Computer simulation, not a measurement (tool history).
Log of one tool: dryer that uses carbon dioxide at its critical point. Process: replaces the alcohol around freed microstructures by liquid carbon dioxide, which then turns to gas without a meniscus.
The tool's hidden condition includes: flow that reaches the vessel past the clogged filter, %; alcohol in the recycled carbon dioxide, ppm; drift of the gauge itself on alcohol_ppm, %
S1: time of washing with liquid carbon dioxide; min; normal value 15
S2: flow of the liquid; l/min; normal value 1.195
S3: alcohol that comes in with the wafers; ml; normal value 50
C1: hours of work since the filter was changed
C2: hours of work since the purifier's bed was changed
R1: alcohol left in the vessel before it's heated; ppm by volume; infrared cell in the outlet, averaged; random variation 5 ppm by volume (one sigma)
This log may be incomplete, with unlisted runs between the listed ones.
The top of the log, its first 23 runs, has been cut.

| run | day | S1 | S2 | S3 | C1 | C2 | R1 |
|---|---|---|---|---|---|---|---|
| 24 | 13.6 | 15 | 1.195 | 50 | 100 | 323 | 39 |
| 25 | 14.1 | 22 | 1.195 | 50 | 107 | 330 | 35 |
| 26 | 14.712 | 21 | 1.69 | 51 | 115 | 338 | 28 |
| 27 | 15.292 | 21 | 1.69 | 51 | 123 | 346 | 39 |
| 28 | 15.758 | 21 | 1.69 | 51 | 129 | 352 | 32 |
| 29 | 16.608 | 21 | 1.58 | 60 | 140 | 363 | 35 |
| 30 | 17.312 | 21 | 1.58 | 60 | 150 | 373 | 37 |
| 31 | 17.833 | 21 | 1.94 | 60 | 157 | 380 | 33 |
| 32 | 18.3 | 16 | 1.195 | 23 | 163 | 386 | 39 |
| 33 | 18.738 | 15 | 0.95 | 31 | 169 | 392 | 76 |
|  | 19.442 | inlet filter changed |
| 34 | 19.529 | 10 | 0.99 | 63 | 1 | 402 | 401 |
| 35 | 20.267 | 15 | 0.82 | 33 | 11 | 412 | 104 |
| 36 | 20.696 | 18 | 0.75 | 45 | 17 | 418 | 89 |
| 37 | 21.146 | 11 | 0.91 | 76 | 23 | 424 | 481 |
| 38 | 21.5 | 15 | 2.02 | 53 | 28 | 429 | 38 |
| 39 | 21.917 | 23 | 1.47 | 86 | 33 | 434 | 43 |
| 40 | 22.704 | 10 | 0.83 | 26 | 44 | 445 | 403 |
| 41 | 23.492 | 15 | 1.22 | 26 | 55 | 456 | 36 |
| 42 | 23.954 | 15 | 0.86 | 100 | 61 | 462 | 225 |
| 43 | 24.467 | 11 | 1.195 | 92 | 68 | 469 | 182 |
| 44 | 25.271 | 11 | 0.87 | 32 | 79 | 480 | 308 |
| 45 | 25.646 | 11 | 0.87 | 32 | 84 | 485 | 303 |
| 46 | 26.112 | 22 | 0.95 | 30 | 90 | 491 | 47 |
| 47 | 26.625 | 22 | 0.95 | 30 | 97 | 498 | 49 |

Predict each of these 3 candidate next runs independently; none follows another, all start after run 47:
| A | 27.4 | 20 | 1.23 | 41 | 107 | 509 | ? |
| B | 27.4 | 13 | 0.95 | 33 | 107 | 509 | ? |
| C | 27.4 | 20 | 1.74 | 22 | 107 | 509 | ? |

| run | R1 |
|---|---|
| A | 51 |
| B | 137 |
| C | 42 |
Without the tool's unlogged condition, the same runs would have read:
| run | R1 |
|---|---|
| A | 12 |
| B | 76 |
| C | 3 |
